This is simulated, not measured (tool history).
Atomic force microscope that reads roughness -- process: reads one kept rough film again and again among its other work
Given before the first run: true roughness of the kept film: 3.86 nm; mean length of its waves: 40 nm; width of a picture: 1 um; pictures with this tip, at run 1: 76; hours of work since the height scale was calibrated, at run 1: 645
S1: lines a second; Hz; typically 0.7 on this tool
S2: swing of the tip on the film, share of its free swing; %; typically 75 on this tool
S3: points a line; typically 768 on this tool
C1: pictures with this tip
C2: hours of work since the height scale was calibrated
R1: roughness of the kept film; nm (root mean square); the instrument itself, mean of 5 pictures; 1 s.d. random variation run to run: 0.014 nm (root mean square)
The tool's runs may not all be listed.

run 1 hour=0 | S1=0.7 S2=75 S3=768 | C1=76 C2=645 | R1=3.119
run 2 hour=18.8 | S1=0.7 S2=75 S3=768 | C1=103 C2=657 | R1=3.068
run 3 hour=48.7 | S1=0.7 S2=66 S3=768 | C1=145 C2=677 | R1=3.024
run 4 hour=84.5 | S1=0.7 S2=75 S3=768 | C1=195 C2=701 | R1=2.82
run 5 hour=111.7 | S1=0.7 S2=75 S3=768 | C1=234 C2=718 | R1=2.747
run 6 hour=129.9 | S1=0.7 S2=75 S3=768 | C1=259 C2=730 | R1=2.686
run 7 hour=148.3 | S1=3.992 S2=75 S3=768 | C1=285 C2=742 | R1=2.093
-- hour=152.1 height scale calibrated on a step standard
run 8 hour=183.8 | S1=0.735 S2=77 S3=924 | C1=334 C2=21 | R1=2.531
-- hour=200.6 new tip fitted
run 9 hour=200.6 | S1=1.142 S2=77 S3=544 | C1=0 C2=32 | R1=3.198
run 10 hour=226.7 | S1=1.142 S2=77 S3=544 | C1=37 C2=49 | R1=3.106
run 11 hour=246.6 | S1=1.439 S2=62 S3=292 | C1=65 C2=62 | R1=3.165
run 12 hour=275.5 | S1=2.185 S2=80 S3=292 | C1=106 C2=81 | R1=2.607

Each row is a separate what-if for the run after 12, all from the same tool condition, not one after another. Results?
run A hour=297.7 | S1=2.185 S2=80 S3=298 | C1=137 C2=95 | R1=?
run B hour=297.7 | S1=3.401 S2=80 S3=292 | C1=137 C2=95 | R1=?
run C hour=297.7 | S1=3.277 S2=61 S3=1006 | C1=137 C2=95 | R1=?

run=A R1=2.533
run=B R1=2.301
run=C R1=2.825
Stripped of hidden state, with their random variation kept, the same runs would have yielded:
run=A R1=2.828
run=B R1=2.569
run=C R1=3.154
